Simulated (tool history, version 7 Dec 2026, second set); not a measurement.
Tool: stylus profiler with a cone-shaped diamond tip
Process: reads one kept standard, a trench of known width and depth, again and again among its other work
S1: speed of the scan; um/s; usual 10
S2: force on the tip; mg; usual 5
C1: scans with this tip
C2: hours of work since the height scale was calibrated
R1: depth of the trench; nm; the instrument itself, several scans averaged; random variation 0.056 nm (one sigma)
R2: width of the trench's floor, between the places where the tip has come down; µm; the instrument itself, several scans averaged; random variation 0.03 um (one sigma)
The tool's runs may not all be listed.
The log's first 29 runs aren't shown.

| run | hour | S1 | S2 | C1 | C2 | R1 | R2 |
|---|---|---|---|---|---|---|---|
| 30 | 1855.4 | 6 | 11.26 | 34450 | 692 | 209.23 | 47.98 |
| 31 | 1899 | 22 | 11.38 | 34766 | 714 | 209.24 | 47.97 |
| 32 | 1973.2 | 9 | 14.9 | 35302 | 752 | 211.06 | 47.96 |
| 33 | 2059.9 | 10 | 7.34 | 35930 | 796 | 206.82 | 47.97 |
| 34 | 2109.7 | 10 | 7.34 | 36291 | 821 | 206.83 | 47.94 |
| 35 | 2185.4 | 15 | 3.04 | 36840 | 860 | 203.74 | 47.95 |
| 36 | 2251.4 | 12 | 11.93 | 37318 | 893 | 209.5 | 47.97 |
| 37 | 2288.9 | 20 | 10.88 | 37589 | 912 | 208.94 | 47.94 |
| 38 | 2329.2 | 21 | 11.32 | 37881 | 933 | 209.11 | 47.99 |
|  | 2357.8 | new tip fitted, height scale calibrated |
| 39 | 2387.5 | 21 | 11.32 | 216 | 15 | 209.17 | 48.01 |
| 40 | 2442.9 | 5 | 1.95 | 617 | 43 | 202.83 | 48.03 |
| 41 | 2495 | 26 | 8.73 | 994 | 70 | 207.7 | 48 |
| 42 | 2576.2 | 15 | 3.08 | 1582 | 111 | 203.81 | 47.94 |
| 43 | 2665.5 | 24 | 2.96 | 2229 | 157 | 203.8 | 48.02 |
| 44 | 2750 | 13 | 10.1 | 2841 | 200 | 208.46 | 48.03 |
| 45 | 2817.4 | 13 | 10.1 | 3329 | 234 | 208.58 | 48.01 |

4 ways to go on from here, each from the tool as it stands after run 45. What would each give?
| A | 2908.3 | 13 | 3.79 | 3987 | 280 | ? | ? |
| B | 2908.3 | 13 | 2.35 | 3987 | 280 | ? | ? |
| C | 2908.3 | 13 | 10.1 | 3987 | 280 | ? | ? |
| D | 2908.3 | 3 | 10.1 | 3987 | 280 | ? | ? |

| run | R1 | R2 |
|---|---|---|
| A | 204.52 | 47.99 |
| B | 203.33 | 47.98 |
| C | 208.59 | 48.03 |
| D | 208.48 | 48.04 |
Without the tool's hidden state the same runs would have given:
| run | R1 | R2 |
|---|---|---|
| A | 204.52 | 47.99 |
| B | 203.33 | 47.99 |
| C | 208.6 | 48.03 |
| D | 208.48 | 48.04 |
